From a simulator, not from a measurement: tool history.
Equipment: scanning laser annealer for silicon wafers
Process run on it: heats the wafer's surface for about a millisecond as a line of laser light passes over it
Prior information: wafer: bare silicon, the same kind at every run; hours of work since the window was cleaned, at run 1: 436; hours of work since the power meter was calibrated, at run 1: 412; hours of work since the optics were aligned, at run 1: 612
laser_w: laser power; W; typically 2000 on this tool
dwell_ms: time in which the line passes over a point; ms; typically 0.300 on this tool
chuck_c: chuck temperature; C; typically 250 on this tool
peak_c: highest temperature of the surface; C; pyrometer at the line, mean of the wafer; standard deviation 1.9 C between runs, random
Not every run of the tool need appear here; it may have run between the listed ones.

run	day	laser_w	dwell_ms	chuck_c	hours of work since the window was cleaned	hours of work since the power meter was calibrated	hours of work since the optics were aligned	peak_c
1	0.000	2000	0.300	250	436	412	612	1086
2	0.421	2000	0.300	250	444	420	620	1088
3	1.004	2000	0.300	250	455	431	631	1080
# day 1.483: window over the wafer cleaned
4	1.650	2000	0.300	250	3	441	642	1089
5	1.954	2000	0.373	250	9	447	647	1167
6	2.429	1707	0.373	250	18	456	656	995
7	3.038	1707	0.373	250	29	467	668	995
8	3.700	1707	0.373	248	41	480	680	993
9	4.138	1707	0.373	248	50	488	688	992
10	4.621	2000	0.300	250	59	497	697	1087
11	5.112	2000	0.300	250	68	506	706	1088
12	5.438	2000	0.258	211	74	512	712	995
13	6.017	2000	0.258	211	85	523	723	993
14	6.654	2000	0.258	211	97	535	735	994
15	7.229	2073	0.262	250	107	545	746	1078
16	7.883	2077	0.262	235	119	558	758	1066
17	8.304	2062	0.300	244	127	566	766	1116
18	8.821	2062	0.300	250	137	575	776	1121
19	9.204	2000	0.307	250	144	582	783	1093
20	9.812	1773	0.300	263	156	594	794	977
21	10.329	2000	0.211	250	165	603	804	965

5 options for the next run, each taken on its own from the tool as it stands now. Forecast them:
A	10.838	2000	0.335	227	175	613	813	?
B	10.838	2000	0.243	267	175	613	813	?
C	10.838	2000	0.260	229	175	613	813	?
D	10.838	1880	0.217	250	175	613	813	?
E	10.838	1862	0.230	283	175	613	813	?

run	peak_c
A	1103
B	1029
C	1014
D	918
E	963
Take away the tool's hidden state, keep each run's random variation, and the runs would have read:
run	peak_c
A	1104
B	1030
C	1015
D	919
E	964
